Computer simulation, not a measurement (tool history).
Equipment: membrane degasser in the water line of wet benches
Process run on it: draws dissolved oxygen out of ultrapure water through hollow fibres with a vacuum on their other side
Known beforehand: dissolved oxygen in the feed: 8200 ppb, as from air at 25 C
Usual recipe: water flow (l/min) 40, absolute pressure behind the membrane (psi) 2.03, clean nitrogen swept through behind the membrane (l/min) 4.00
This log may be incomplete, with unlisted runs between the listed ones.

run    hour  water flow (l/min)  absolute pressure behind the membrane (psi)  clean nitrogen swept through behind the membrane (l/min)  dissolved oxygen in the water behind the degasser (ppb)  pressure that the water loses in the fibres (psi)
  1     0.0                  40                                         2.03                                                      4.00                                                    288.2                                              8.357
  2   165.7                  40                                         2.03                                                      4.00                                                    285.7                                              8.441
  3   334.6                  33                                         2.03                                                      4.00                                                    222.3                                              6.965
  4   502.1                  33                                         2.03                                                      4.00                                                    226.7                                              6.902
  5   573.7                  33                                         2.03                                                      4.00                                                    225.7                                              6.899
  6   702.9                  40                                         2.03                                                      4.00                                                    289.6                                              8.470
  7   833.2                  40                                         1.60                                                      4.00                                                    221.3                                              8.411
  8   996.2                  40                                         2.03                                                      4.00                                                    284.2                                              8.377
  9  1101.5                  40                                         2.03                                                      2.31                                                    446.6                                              8.386
 10  1220.3                  40                                         2.03                                                      2.31                                                    447.8                                              8.456
 11  1334.3                  40                                         2.03                                                      2.31                                                    441.9                                              8.446
 12  1487.0                  62                                         2.03                                                      4.00                                                    574.9                                             13.100
 13  1603.3                  62                                         2.03                                                      4.00                                                    569.3                                             13.109
 14  1761.3                  40                                         2.03                                                      4.00                                                    290.7                                              8.444
 15  1856.5                  30                                         2.03                                                      4.00                                                    207.3                                              6.370
 16  1988.0                  30                                         3.57                                                      4.00                                                    389.3                                              6.325
 17  2098.2                  28                                         2.03                                                      4.00                                                    190.5                                              5.978
 18  2259.3                  44                                         4.41                                                      4.59                                                    641.5                                              9.413
 19  2386.2                  25                                         3.28                                                      4.59                                                    263.1                                              5.361
 20  2529.4                  40                                         3.07                                                      4.59                                                    399.1                                              8.546
 21  2615.0                  24                                         2.10                                                      4.59                                                    152.7                                              5.142
 22  2759.7                  24                                         2.10                                                      4.59                                                    151.8                                              5.126
 23  2866.7                  24                                         2.10                                                      4.59                                                    151.0                                              5.168
 24  2951.3                  24                                         2.10                                                      4.59                                                    152.2                                              5.153
 25  3033.0                  30                                         2.99                                                      5.81                                                    228.9                                              6.467
 26  3139.8                  44                                         2.48                                                      5.81                                                    312.7                                              9.464
 27  3239.9                  25                                         2.19                                                      4.47                                                    169.2                                              5.332
 28  3367.6                  25                                         2.19                                                      4.47                                                    168.2                                              5.358
 29  3483.8                  53                                         1.94                                                      4.47                                                    409.9                                             11.396
     3532.2  -- seals of the vacuum lines changed
 30  3555.6                  53                                         1.94                                                      4.47                                                    408.9                                             11.380
 31  3704.2                  31                                         1.70                                                      4.47                                                    152.9                                              6.756
 32  3812.7                  27                                         3.18                                                      3.80                                                    315.3                                              5.832

Below are 3 alternative next runs, each starting from the tool's condition after run 32. Predict each:
  A  3957.4                  39                                         2.65                                                      2.26                                                        ?                                                  ?
  B  3957.4                  27                                         1.91                                                      3.80                                                        ?                                                  ?
  C  3957.4                  33                                         3.65                                                      2.36                                                        ?                                                  ?

run  dissolved oxygen in the water behind the degasser (ppb)  pressure that the water loses in the fibres (psi)
  A                                                    593.8                                              8.403
  B                                                    173.5                                              5.848
  C                                                    671.1                                              7.155
Had the tool no hidden state, the same runs would have come out as:
run  dissolved oxygen in the water behind the degasser (ppb)  pressure that the water loses in the fibres (psi)
  A                                                    579.1                                              8.067
  B                                                    168.3                                              5.614
  C                                                    661.1                                              6.870
